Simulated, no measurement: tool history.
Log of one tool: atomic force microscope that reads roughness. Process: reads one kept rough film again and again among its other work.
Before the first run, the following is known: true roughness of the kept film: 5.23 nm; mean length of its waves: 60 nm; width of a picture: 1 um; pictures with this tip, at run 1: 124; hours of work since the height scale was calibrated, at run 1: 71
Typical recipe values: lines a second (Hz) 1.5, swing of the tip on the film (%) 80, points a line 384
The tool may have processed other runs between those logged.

run,hour,lines a second (Hz),swing of the tip on the film (%),points a line,pictures with this tip,hours of work since the height scale was calibrated,roughness of the kept film (nm (root mean square))
1,0,1.5,80,384,124,71,4.076
2,9.4,1.5,80,384,139,77,4.053
3,16.2,1.5,80,384,149,82,3.997
4,30.9,1.5,80,578,171,91,3.946
# hour 33.9: new tip fitted
5,44.4,1.5,80,384,16,99,4.424
6,52.9,1.5,80,384,28,105,4.373
7,68.9,1.5,80,267,53,115,4.235
8,79.5,1.5,80,347,69,122,4.194
9,88.6,1.5,80,347,82,127,4.174
10,98.2,1.5,80,347,97,133,4.137
11,109.4,2.67,80,384,114,141,3.818
12,121.9,2.67,80,384,133,148,3.757
13,132,2.67,80,384,148,155,3.731
14,141.1,2.67,80,384,162,161,3.672
# hour 150.5: new tip fitted
15,153.8,2.67,80,384,5,168,4.182
16,167.3,2.73,80,384,25,177,4.072
17,178.1,2.73,80,384,42,184,4.043
18,191.5,0.63,80,384,62,192,4.454
19,207,0.98,80,384,85,202,4.326
20,217.9,0.98,80,384,102,209,4.257
21,233.1,0.98,80,384,125,219,4.158
22,247,0.98,59,384,146,228,4.3
23,261.3,1.5,80,384,167,237,3.929
# hour 266.3: new tip fitted
24,270.7,1.5,80,384,7,242,4.48
25,278.9,1.5,80,384,19,248,4.412
26,292.1,1.89,61,823,39,256,4.618
27,307,0.58,73,261,61,265,4.537
28,322,2.74,87,1018,84,275,3.66
29,335.1,1.28,76,429,104,283,4.232
30,350.5,0.65,75,687,127,293,4.331
31,360.1,1.98,72,474,142,299,4.064
32,373,3.08,73,488,161,307,3.823
# hour 382.8: new tip fitted
33,390.2,3.08,73,488,11,318,4.235
34,399.8,3.08,73,488,26,324,4.192
35,410.3,3.08,59,606,42,331,4.451
36,418.2,2.84,77,902,54,336,4.052
37,429.4,1.05,89,902,70,343,4.172
38,444.9,1.5,80,719,94,353,4.131
39,458,0.72,60,719,114,361,4.43
40,466.9,0.72,60,719,127,367,4.383
41,477.1,0.51,80,384,142,373,4.219
42,490.3,3.8,64,876,162,381,3.914
# hour 498.5: new tip fitted
43,502.5,3.8,64,876,6,389,4.455
44,516.2,1.5,57,384,27,398,4.674
45,528.7,1.5,63,384,45,406,4.554
46,541.3,1.5,82,384,65,414,4.206
47,557.6,2.61,80,384,89,424,3.872
48,569.4,1.21,75,874,107,431,4.237

Forecast each of these 3 alternatives for the next run:
A,578.7,1.17,75,874,121,437,?
B,578.7,3.98,80,576,121,437,?
C,578.7,0.69,75,874,121,437,?

run,roughness of the kept film (nm (root mean square))
A,4.195
B,3.535
C,4.299
With no hidden state in the tool, these same runs would have given:
run,roughness of the kept film (nm (root mean square))
A,4.655
B,3.922
C,4.768
